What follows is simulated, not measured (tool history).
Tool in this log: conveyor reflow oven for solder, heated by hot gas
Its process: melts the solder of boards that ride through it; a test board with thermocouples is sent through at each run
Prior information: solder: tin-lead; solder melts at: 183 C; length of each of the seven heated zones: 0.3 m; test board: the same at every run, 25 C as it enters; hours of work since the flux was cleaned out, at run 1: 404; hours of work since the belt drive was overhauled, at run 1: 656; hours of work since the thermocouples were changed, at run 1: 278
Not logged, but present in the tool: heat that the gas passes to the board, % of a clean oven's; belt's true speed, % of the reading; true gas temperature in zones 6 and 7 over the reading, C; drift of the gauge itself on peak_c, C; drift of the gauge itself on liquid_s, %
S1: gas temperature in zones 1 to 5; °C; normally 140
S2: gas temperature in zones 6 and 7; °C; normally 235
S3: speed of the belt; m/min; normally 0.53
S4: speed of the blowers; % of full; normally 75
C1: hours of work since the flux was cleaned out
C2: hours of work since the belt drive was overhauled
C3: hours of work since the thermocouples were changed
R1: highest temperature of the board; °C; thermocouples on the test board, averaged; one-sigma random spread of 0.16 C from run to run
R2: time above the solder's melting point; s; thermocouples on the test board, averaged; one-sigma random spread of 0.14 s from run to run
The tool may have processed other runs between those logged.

run 1 hour=0 | S1=140 S2=235 S3=0.53 S4=75 | C1=404 C2=656 C3=278 | R1=219.7 R2=53.6
run 2 hour=7.9 | S1=140 S2=235 S3=0.53 S4=75 | C1=409 C2=661 C3=283 | R1=219.1 R2=53.3
run 3 hour=16.2 | S1=140 S2=235 S3=0.53 S4=75 | C1=415 C2=667 C3=289 | R1=219.1 R2=53.4
-- hour=24.5 flux residue cleaned out of gas plates and filters
run 4 hour=29.3 | S1=140 S2=235 S3=0.53 S4=75 | C1=3 C2=672 C3=294 | R1=221.8 R2=55.5
run 5 hour=37.9 | S1=140 S2=235 S3=0.432 S4=75 | C1=9 C2=678 C3=300 | R1=226.9 R2=72.4
run 6 hour=48.5 | S1=140 S2=235 S3=0.432 S4=75 | C1=16 C2=685 C3=307 | R1=227 R2=72.5
run 7 hour=58.5 | S1=140 S2=235 S3=0.432 S4=75 | C1=23 C2=692 C3=314 | R1=226.9 R2=72.4
run 8 hour=68.4 | S1=140 S2=235 S3=0.432 S4=75 | C1=30 C2=699 C3=321 | R1=226.9 R2=72.1
run 9 hour=78.1 | S1=140 S2=235 S3=0.432 S4=75 | C1=37 C2=706 C3=327 | R1=226.9 R2=72.6
run 10 hour=90.6 | S1=140 S2=235 S3=0.53 S4=75 | C1=45 C2=714 C3=336 | R1=221.3 R2=55.3
run 11 hour=102.6 | S1=140 S2=235 S3=0.53 S4=75 | C1=53 C2=722 C3=344 | R1=221.3 R2=55.3
run 12 hour=113.4 | S1=140 S2=235 S3=0.53 S4=75 | C1=61 C2=730 C3=351 | R1=221.2 R2=55.4
run 13 hour=125.8 | S1=140 S2=235 S3=0.53 S4=75 | C1=69 C2=738 C3=360 | R1=221.5 R2=55.4
run 14 hour=137.3 | S1=140 S2=247 S3=0.53 S4=75 | C1=77 C2=746 C3=368 | R1=232 R2=60.6
run 15 hour=147.1 | S1=132 S2=247 S3=0.53 S4=75 | C1=84 C2=753 C3=375 | R1=230.4 R2=58
run 16 hour=154.3 | S1=132 S2=247 S3=0.53 S4=75 | C1=89 C2=758 C3=379 | R1=230.4 R2=57.7
run 17 hour=164.4 | S1=132 S2=247 S3=0.53 S4=75 | C1=96 C2=765 C3=386 | R1=230.5 R2=57.9
run 18 hour=177 | S1=132 S2=247 S3=0.53 S4=75 | C1=104 C2=773 C3=395 | R1=230.6 R2=57.9
run 19 hour=186.6 | S1=150 S2=243 S3=0.53 S4=75 | C1=111 C2=780 C3=401 | R1=230.1 R2=63.1
run 20 hour=195 | S1=125 S2=235 S3=0.53 S4=89 | C1=116 C2=785 C3=407 | R1=221.4 R2=51.5
run 21 hour=206.4 | S1=125 S2=235 S3=0.613 S4=86 | C1=124 C2=793 C3=415 | R1=216 R2=40.4
run 22 hour=218.6 | S1=127 S2=235 S3=0.613 S4=70 | C1=133 C2=802 C3=423 | R1=212.4 R2=38
run 23 hour=224.4 | S1=146 S2=248 S3=0.577 S4=70 | C1=136 C2=806 C3=427 | R1=229.8 R2=56.5
run 24 hour=229.7 | S1=153 S2=241 S3=0.577 S4=54 | C1=140 C2=809 C3=431 | R1=220.7 R2=54.2
run 25 hour=236.7 | S1=153 S2=241 S3=0.577 S4=54 | C1=145 C2=814 C3=436 | R1=220.9 R2=53.8
run 26 hour=245.9 | S1=153 S2=236 S3=0.446 S4=54 | C1=151 C2=820 C3=442 | R1=224.8 R2=73.9
run 27 hour=251.6 | S1=153 S2=236 S3=0.639 S4=55 | C1=155 C2=824 C3=446 | R1=213.3 R2=43.5
run 28 hour=262.6 | S1=145 S2=244 S3=0.476 S4=52 | C1=163 C2=832 C3=453 | R1=227.7 R2=67.1
run 29 hour=270.8 | S1=153 S2=235 S3=0.426 S4=75 | C1=168 C2=837 C3=459 | R1=228.6 R2=79.8
run 30 hour=279.9 | S1=145 S2=235 S3=0.444 S4=78 | C1=174 C2=843 C3=465 | R1=227 R2=72.7

Hidden state or all else? Some run-to-run changes of R1, split into what the settings, what came in and random variation would give without the hidden state, and what is left for the hidden state (with any gauge scatter that isn't in both results):
Run 3 -> 4: flux residue cleaned out of gas plates and filters. R1 +2.7 °C: hidden state +2.5, all else +0.2.
Run 22 -> 23: S1 127 -> 146, S2 235 -> 248, S3 0.613 -> 0.577. R1 +17.4 °C: hidden state +0, all else +17.4.
Run 26 -> 27: S3 0.446 -> 0.639, S4 54 -> 55. R1 -11.5 °C: hidden state -0.3, all else -11.2.
Run 27 -> 28: S1 153 -> 145, S2 236 -> 244, S3 0.639 -> 0.476, S4 55 -> 52. R1 +14.4 °C: hidden state +0.3, all else +14.1.
